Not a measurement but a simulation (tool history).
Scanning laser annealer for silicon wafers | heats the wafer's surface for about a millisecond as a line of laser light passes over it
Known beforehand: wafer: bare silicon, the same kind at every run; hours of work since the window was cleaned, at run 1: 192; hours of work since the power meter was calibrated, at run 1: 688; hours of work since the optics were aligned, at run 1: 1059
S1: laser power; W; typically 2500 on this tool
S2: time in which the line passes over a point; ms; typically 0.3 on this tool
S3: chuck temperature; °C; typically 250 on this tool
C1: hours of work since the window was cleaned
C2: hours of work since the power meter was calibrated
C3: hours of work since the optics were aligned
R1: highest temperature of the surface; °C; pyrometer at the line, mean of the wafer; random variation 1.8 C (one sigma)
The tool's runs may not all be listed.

Run 1, day 0: usual settings; C1 192; C2 688; C3 1059. Result: R1 1082 °C.
At day 0.938: optics aligned, line set to its width.
Run 2, day 1.2: usual settings; C1 204; C2 700; C3 3. Result: R1 1076 °C.
Run 3, day 2.362: usual settings; C1 218; C2 714; C3 17. Result: R1 1080 °C.
Run 4, day 3.075: usual settings; C1 227; C2 723; C3 26. Result: R1 1078 °C.
Run 5, day 3.871: usual settings; C1 236; C2 733; C3 36. Result: R1 1078 °C.
Run 6, day 5.138: usual settings; C1 252; C2 748; C3 51. Result: R1 1078 °C.
Run 7, day 6.671: usual settings but S1 2563 W; C1 270; C2 767; C3 70. Result: R1 1102 °C.
Run 8, day 7.862: usual settings; C1 285; C2 781; C3 84. Result: R1 1081 °C.
Run 9, day 8.762: usual settings; C1 296; C2 792; C3 95. Result: R1 1075 °C.
Run 10, day 10.133: usual settings but S3 241 °C; C1 312; C2 809; C3 112. Result: R1 1069 °C.
Run 11, day 10.967: usual settings but S3 220 °C; C1 322; C2 819; C3 122. Result: R1 1046 °C.
Run 12, day 11.988: usual settings but S3 220 °C; C1 335; C2 831; C3 134. Result: R1 1045 °C.
Run 13, day 12.871: usual settings but S1 2460 W, S3 220 °C; C1 346; C2 842; C3 145. Result: R1 1031 °C.
Run 14, day 14.596: usual settings but S1 2460 W, S3 220 °C; C1 366; C2 863; C3 166. Result: R1 1033 °C.
Run 15, day 15.604: usual settings but S1 2460 W, S3 220 °C; C1 379; C2 875; C3 178. Result: R1 1033 °C.
Run 16, day 16.362: usual settings but S1 2460 W, S3 220 °C; C1 388; C2 884; C3 187. Result: R1 1031 °C.
Run 17, day 17.838: usual settings but S1 2460 W, S3 220 °C; C1 406; C2 902; C3 205. Result: R1 1029 °C.
Run 18, day 18.892: usual settings; C1 419; C2 915; C3 218. Result: R1 1078 °C.
Run 19, day 19.7: usual settings; C1 428; C2 925; C3 228. Result: R1 1077 °C.
Run 20, day 20.525: usual settings; C1 438; C2 935; C3 238. Result: R1 1075 °C.
Run 21, day 22.092: usual settings; C1 457; C2 954; C3 257. Result: R1 1074 °C.
Run 22, day 23.35: usual settings but S1 2314 W, S2 0.231 ms, S3 260 °C; C1 473; C2 969; C3 272. Result: R1 914 °C.
Run 23, day 24.804: usual settings but S1 2314 W, S2 0.231 ms, S3 260 °C; C1 490; C2 987; C3 290. Result: R1 913 °C.
Run 24, day 26.179: usual settings but S1 2314 W, S2 0.231 ms, S3 260 °C; C1 507; C2 1003; C3 306. Result: R1 915 °C.
Run 25, day 27.862: usual settings but S2 0.327 ms, S3 224 °C; C1 527; C2 1024; C3 327. Result: R1 1088 °C.
Run 26, day 29.146: usual settings but S2 0.327 ms, S3 224 °C; C1 543; C2 1039; C3 342. Result: R1 1087 °C.
At day 30.6: window over the wafer cleaned.
Run 27, day 30.654: usual settings but S1 2342 W; C1 1; C2 1057; C3 360. Result: R1 1014 °C.
Run 28, day 31.867: usual settings but S1 2498 W, S2 0.246 ms; C1 15; C2 1071; C3 374. Result: R1 996 °C.
Run 29, day 32.912: usual settings but S1 2498 W, S2 0.246 ms; C1 28; C2 1084; C3 387. Result: R1 995 °C.

Run 30, settings as shown, results not yet in. Your forecast:
Run 30, day 34.317: usual settings but S2 0.27 ms, S3 229 °C; C1 45; C2 1101; C3 404. Result: R1 ?.

{"run 30": {"R1": 1010}}
The same run, on a tool lacking any hidden state, would have yielded R1 1010 °C.

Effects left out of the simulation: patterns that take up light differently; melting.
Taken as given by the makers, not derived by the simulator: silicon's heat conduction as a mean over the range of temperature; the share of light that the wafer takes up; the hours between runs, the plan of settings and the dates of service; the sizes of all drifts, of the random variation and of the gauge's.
